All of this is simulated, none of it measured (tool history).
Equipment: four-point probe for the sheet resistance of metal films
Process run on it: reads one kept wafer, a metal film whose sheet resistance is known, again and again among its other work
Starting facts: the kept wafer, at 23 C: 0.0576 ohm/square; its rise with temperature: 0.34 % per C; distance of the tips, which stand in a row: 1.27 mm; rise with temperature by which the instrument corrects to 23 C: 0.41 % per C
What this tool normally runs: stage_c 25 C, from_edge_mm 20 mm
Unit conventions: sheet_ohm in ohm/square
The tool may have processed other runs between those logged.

run,hour,stage_c,from_edge_mm,sheet_ohm
1,0,25,20,0.057566
2,14.2,25,20,0.057559
3,24.7,25,20,0.057576
4,42.8,25,20,0.057553
5,56,25,20,0.057569
6,67.4,25,20,0.057553
7,84.5,25,20,0.057575
8,98.3,25,20,0.05757
9,114.1,25,20,0.057565
10,122.8,19,20,0.057828
11,141.2,25,66,0.057461
12,149.1,25,66,0.057471
13,163,25,39,0.057489
14,173.3,25,20,0.057562
15,184.2,33,20,0.057275
16,193.5,33,20,0.057261
17,201.9,33,20,0.057239
18,210.8,33,20,0.057266
19,224.1,25,20,0.057574
20,233.7,25,20,0.057586
21,250.1,25,20,0.057567
22,263.4,25,20,0.057567
23,278.5,21,4,0.060578
24,297,25,20,0.057563
25,307.1,25,20,0.057563
26,318.6,18,3,0.062796
27,337.7,18,3,0.062798
28,352.6,31,15,0.057461
29,362.9,31,3,0.062216
30,377.7,24,12,0.057854
31,389.4,24,4,0.060458
32,406.3,30,14,0.057504
33,422.4,30,13,0.057552
34,437.5,31,4,0.06013
35,456.5,20,38,0.05769
36,471.9,25,21,0.05758
37,483.7,25,21,0.057598
38,499.5,23,59,0.057568
39,509.3,26,64,0.057445
40,519.5,25,7,0.058483
41,538.1,25,7,0.058488
42,551,18,20,0.057912
43,561.2,22,58,0.057614
44,573.7,22,58,0.057608

Forecast each of these 5 alternatives for the next run:
A,586.9,33,58,?
B,586.9,31,58,?
C,586.9,20,5,?
D,586.9,20,26,?
E,586.9,25,70,?

run,sheet_ohm
A,0.057174
B,0.05724
C,0.059605
D,0.057769
E,0.057499
With no hidden state in the tool, these same runs would have given:
run,sheet_ohm
A,0.057221
B,0.057287
C,0.059651
D,0.057814
E,0.057545

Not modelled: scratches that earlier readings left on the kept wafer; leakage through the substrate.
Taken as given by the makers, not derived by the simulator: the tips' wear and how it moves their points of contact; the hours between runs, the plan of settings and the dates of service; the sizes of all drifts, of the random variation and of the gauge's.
